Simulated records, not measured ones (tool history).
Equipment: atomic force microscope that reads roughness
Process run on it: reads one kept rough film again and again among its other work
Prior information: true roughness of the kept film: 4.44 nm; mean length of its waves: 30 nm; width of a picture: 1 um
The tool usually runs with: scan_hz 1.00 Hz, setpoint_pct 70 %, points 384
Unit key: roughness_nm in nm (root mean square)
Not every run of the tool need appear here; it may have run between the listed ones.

{"run": 1, "hour": 0.0, "scan_hz": 1.0, "setpoint_pct": 70, "points": 384, "roughness_nm": 2.911}
{"run": 2, "hour": 54.4, "scan_hz": 1.0, "setpoint_pct": 63, "points": 384, "roughness_nm": 2.661}
{"hour": 87.7, "done": "new tip fitted"}
{"run": 3, "hour": 105.7, "scan_hz": 1.0, "setpoint_pct": 63, "points": 384, "roughness_nm": 3.452}
{"run": 4, "hour": 157.7, "scan_hz": 1.0, "setpoint_pct": 63, "points": 384, "roughness_nm": 3.099}
{"run": 5, "hour": 200.6, "scan_hz": 1.0, "setpoint_pct": 63, "points": 384, "roughness_nm": 2.84}
{"hour": 264.7, "done": "new tip fitted"}
{"run": 6, "hour": 270.2, "scan_hz": 1.0, "setpoint_pct": 63, "points": 384, "roughness_nm": 3.577}
{"run": 7, "hour": 332.4, "scan_hz": 1.0, "setpoint_pct": 68, "points": 384, "roughness_nm": 3.139}
{"run": 8, "hour": 375.4, "scan_hz": 1.0, "setpoint_pct": 68, "points": 384, "roughness_nm": 2.87}
{"run": 9, "hour": 429.2, "scan_hz": 1.0, "setpoint_pct": 68, "points": 384, "roughness_nm": 2.586}
{"hour": 445.0, "done": "new tip fitted"}
{"run": 10, "hour": 499.4, "scan_hz": 1.0, "setpoint_pct": 70, "points": 384, "roughness_nm": 3.195}
{"run": 11, "hour": 554.2, "scan_hz": 1.0, "setpoint_pct": 70, "points": 384, "roughness_nm": 2.852}
{"run": 12, "hour": 612.5, "scan_hz": 1.0, "setpoint_pct": 70, "points": 384, "roughness_nm": 2.579}
{"hour": 622.0, "done": "new tip fitted"}
{"run": 13, "hour": 682.6, "scan_hz": 1.0, "setpoint_pct": 70, "points": 384, "roughness_nm": 3.174}
{"run": 14, "hour": 740.0, "scan_hz": 1.0, "setpoint_pct": 70, "points": 384, "roughness_nm": 2.848}
{"run": 15, "hour": 776.7, "scan_hz": 1.0, "setpoint_pct": 70, "points": 384, "roughness_nm": 2.643}
{"hour": 798.4, "done": "new tip fitted"}
{"run": 16, "hour": 806.3, "scan_hz": 1.0, "setpoint_pct": 70, "points": 365, "roughness_nm": 3.488}
{"run": 17, "hour": 874.5, "scan_hz": 1.0, "setpoint_pct": 70, "points": 526, "roughness_nm": 2.991}
{"run": 18, "hour": 924.6, "scan_hz": 1.0, "setpoint_pct": 70, "points": 526, "roughness_nm": 2.745}
{"hour": 978.2, "done": "new tip fitted"}
{"run": 19, "hour": 988.1, "scan_hz": 1.0, "setpoint_pct": 70, "points": 526, "roughness_nm": 3.526}
{"run": 20, "hour": 1029.4, "scan_hz": 1.0, "setpoint_pct": 80, "points": 384, "roughness_nm": 3.165}
{"run": 21, "hour": 1080.7, "scan_hz": 1.0, "setpoint_pct": 80, "points": 384, "roughness_nm": 2.85}
{"run": 22, "hour": 1129.8, "scan_hz": 1.0, "setpoint_pct": 70, "points": 384, "roughness_nm": 2.648}
{"hour": 1133.8, "done": "height scale calibrated on a step standard"}
{"hour": 1155.8, "done": "new tip fitted"}
{"run": 23, "hour": 1176.9, "scan_hz": 1.0, "setpoint_pct": 70, "points": 384, "roughness_nm": 3.387}
{"run": 24, "hour": 1244.9, "scan_hz": 1.0, "setpoint_pct": 70, "points": 384, "roughness_nm": 2.925}
{"run": 25, "hour": 1307.5, "scan_hz": 1.0, "setpoint_pct": 70, "points": 330, "roughness_nm": 2.612}
{"hour": 1332.9, "done": "new tip fitted"}
{"run": 26, "hour": 1355.7, "scan_hz": 1.0, "setpoint_pct": 70, "points": 330, "roughness_nm": 3.307}
{"run": 27, "hour": 1411.2, "scan_hz": 3.01, "setpoint_pct": 59, "points": 384, "roughness_nm": 2.951}
{"hour": 1432.6, "done": "height scale calibrated on a step standard, once more"}
{"run": 28, "hour": 1463.4, "scan_hz": 3.01, "setpoint_pct": 59, "points": 384, "roughness_nm": 2.742}
{"run": 29, "hour": 1492.3, "scan_hz": 3.01, "setpoint_pct": 59, "points": 555, "roughness_nm": 2.594}
{"hour": 1513.2, "done": "new tip fitted"}
{"run": 30, "hour": 1536.7, "scan_hz": 1.0, "setpoint_pct": 72, "points": 384, "roughness_nm": 3.416}
{"run": 31, "hour": 1604.2, "scan_hz": 2.62, "setpoint_pct": 72, "points": 384, "roughness_nm": 2.858}
{"run": 32, "hour": 1664.7, "scan_hz": 2.62, "setpoint_pct": 72, "points": 384, "roughness_nm": 2.549}
{"hour": 1691.6, "done": "new tip fitted"}
{"run": 33, "hour": 1719.1, "scan_hz": 2.62, "setpoint_pct": 72, "points": 384, "roughness_nm": 3.251}
{"run": 34, "hour": 1749.2, "scan_hz": 0.87, "setpoint_pct": 66, "points": 513, "roughness_nm": 3.197}
{"run": 35, "hour": 1777.8, "scan_hz": 0.68, "setpoint_pct": 57, "points": 384, "roughness_nm": 3.027}
{"run": 36, "hour": 1813.7, "scan_hz": 0.68, "setpoint_pct": 57, "points": 384, "roughness_nm": 2.83}
{"run": 37, "hour": 1864.1, "scan_hz": 0.68, "setpoint_pct": 57, "points": 384, "roughness_nm": 2.599}
{"hour": 1871.1, "done": "new tip fitted"}
{"run": 38, "hour": 1898.5, "scan_hz": 2.93, "setpoint_pct": 70, "points": 368, "roughness_nm": 3.261}
{"run": 39, "hour": 1933.3, "scan_hz": 1.06, "setpoint_pct": 70, "points": 488, "roughness_nm": 3.135}
{"run": 40, "hour": 2001.5, "scan_hz": 0.81, "setpoint_pct": 62, "points": 488, "roughness_nm": 2.764}
{"hour": 2048.8, "done": "new tip fitted"}
{"run": 41, "hour": 2061.6, "scan_hz": 0.81, "setpoint_pct": 62, "points": 488, "roughness_nm": 3.518}
{"run": 42, "hour": 2124.4, "scan_hz": 0.81, "setpoint_pct": 62, "points": 488, "roughness_nm": 3.098}
{"run": 43, "hour": 2181.7, "scan_hz": 0.81, "setpoint_pct": 62, "points": 488, "roughness_nm": 2.774}
{"hour": 2227.6, "done": "new tip fitted"}
{"run": 44, "hour": 2237.0, "scan_hz": 1.66, "setpoint_pct": 70, "points": 299, "roughness_nm": 3.453}
{"run": 45, "hour": 2268.0, "scan_hz": 1.3, "setpoint_pct": 83, "points": 299, "roughness_nm": 3.186}
{"run": 46, "hour": 2303.4, "scan_hz": 1.0, "setpoint_pct": 65, "points": 313, "roughness_nm": 3.056}
{"run": 47, "hour": 2334.0, "scan_hz": 2.22, "setpoint_pct": 85, "points": 402, "roughness_nm": 2.688}
{"run": 48, "hour": 2387.4, "scan_hz": 1.73, "setpoint_pct": 69, "points": 384, "roughness_nm": 2.569}
{"hour": 2405.1, "done": "new tip fitted"}
{"run": 49, "hour": 2444.3, "scan_hz": 0.99, "setpoint_pct": 79, "points": 384, "roughness_nm": 3.259}
{"run": 50, "hour": 2514.3, "scan_hz": 1.92, "setpoint_pct": 70, "points": 384, "roughness_nm": 2.812}
{"run": 51, "hour": 2553.5, "scan_hz": 1.92, "setpoint_pct": 70, "points": 384, "roughness_nm": 2.597}

Consider 3 possible next runs. They are alternatives, not a sequence: every one starts from the tool as it was left by run 51. What does each give?
{"hour": 2585.0, "done": "new tip fitted"}
{"run": "A", "hour": 2622.2, "scan_hz": 2.27, "setpoint_pct": 88, "points": 384, "roughness_nm": "?"}
{"hour": 2585.0, "done": "new tip fitted"}
{"run": "B", "hour": 2622.2, "scan_hz": 1.92, "setpoint_pct": 55, "points": 267, "roughness_nm": "?"}
{"hour": 2585.0, "done": "new tip fitted"}
{"run": "C", "hour": 2622.2, "scan_hz": 2.46, "setpoint_pct": 69, "points": 990, "roughness_nm": "?"}

run=A roughness_nm=3.048
run=B roughness_nm=3.308
run=C roughness_nm=3.236
With the hidden condition removed and each run's random variation left untouched, the same runs would have given:
run=A roughness_nm=3.337
run=B roughness_nm=3.622
run=C roughness_nm=3.543
